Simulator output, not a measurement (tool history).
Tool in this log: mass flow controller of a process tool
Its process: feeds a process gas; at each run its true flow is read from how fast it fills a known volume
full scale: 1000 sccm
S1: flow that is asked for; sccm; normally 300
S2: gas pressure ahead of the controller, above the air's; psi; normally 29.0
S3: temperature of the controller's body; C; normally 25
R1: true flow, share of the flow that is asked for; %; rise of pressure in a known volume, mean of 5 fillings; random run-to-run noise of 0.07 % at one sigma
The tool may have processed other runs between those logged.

run    hour   S1    S2  S3     R1
  1     0.0  300  29.0  25  98.47
  2   172.7  300  29.0  25  98.50
  3   359.0  300  29.0  25  98.57
  4   447.6  300  29.0  25  98.55
  5   613.0  131  29.0  25  97.75
  6   773.1  300  29.0  37  97.46
  7   910.2  300  29.0  25  98.46
  8  1021.8  300  31.9  25  98.34
  9  1141.6  300  31.9  25  98.55
 10  1250.5  300  31.9  25  98.45
 11  1369.8  300  31.9  25  98.37
 12  1544.0  300  23.9  25  98.27
 13  1647.4  300  23.9  25  98.35
 14  1849.5  300  29.0  25  98.42
 15  1961.1  300  29.0  25  98.29
     1974.5  -- controller's zero set anew
 16  2088.8  300  29.0  25  98.03
 17  2273.5  300  29.0  25  98.14
     2284.3  -- controller's zero set anew, once more
 18  2372.9  300  29.0  25  98.90
 19  2519.2  300  29.0  25  98.83
 20  2676.1  300  29.0  25  98.66
 21  2789.3  300  29.0  25  98.66
 22  2962.9  300  29.0  25  98.70
 23  3084.5  300  29.0  25  98.69
 24  3270.1  300  29.0  25  98.72
 25  3382.0  160  29.0  25  98.29
 26  3522.9  160  29.0  25  98.24
 27  3616.9  160  29.0  25  98.07
 28  3803.2  369  29.0  25  98.89
 29  3966.9  369  29.0  25  98.91
 30  4116.2  120  21.3  20  98.16
 31  4229.8  273  29.0  40  97.55
 32  4427.4  273  29.0  35  97.74
 33  4528.9  337  36.7  25  98.86
 34  4717.1  315  26.4  34  97.92
 35  4849.4  518  26.4  33  98.52
 36  4939.7  518  26.4  33  98.63
 37  5049.7  396  26.1  36  97.91
 38  5191.5  396  39.6  26  99.00
 39  5379.2  156  29.7  31  97.47
 40  5568.0  210  29.0  37  97.30
 41  5705.6  210  29.0  37  97.31
 42  5860.4  210  29.0  37  97.22
 43  5978.0  210  29.0  37  97.18
 44  6085.3  734  20.5  31  98.88
 45  6206.6  910  20.6  24  99.98
 46  6293.2  297  38.1  30  98.17
 47  6473.8  309  31.2  22  98.71
 48  6578.9  309  20.9  22  98.51

Below, some changes in R1 between adjacent runs. For each, the amount present without the hidden state too (settings, incoming material, random variation) and the amount remaining for the hidden state with gauge scatter not shared by both compared results:
Hidden conditions of the tool in this case: flow at rest that the sensor doesn't see, % of full scale; true flow over the shown one, %; drift of the gauge itself on true_pct, %.
Run 17 -> 18: controller's zero set anew, once more. R1 +0.76 %: hidden state +0.70, all else +0.06.
Run 38 -> 39: S1 396 -> 156, S2 39.6 -> 29.7, S3 26 -> 31. R1 -1.53 %: hidden state -0.46, all else -1.07.
Run 43 -> 44: S1 210 -> 734, S2 29.0 -> 20.5, S3 37 -> 31. R1 +1.70 %: hidden state +0.45, all else +1.25.
Run 45 -> 46: S1 910 -> 297, S2 20.6 -> 38.1, S3 24 -> 30. R1 -1.81 %: hidden state -0.33, all else -1.48.

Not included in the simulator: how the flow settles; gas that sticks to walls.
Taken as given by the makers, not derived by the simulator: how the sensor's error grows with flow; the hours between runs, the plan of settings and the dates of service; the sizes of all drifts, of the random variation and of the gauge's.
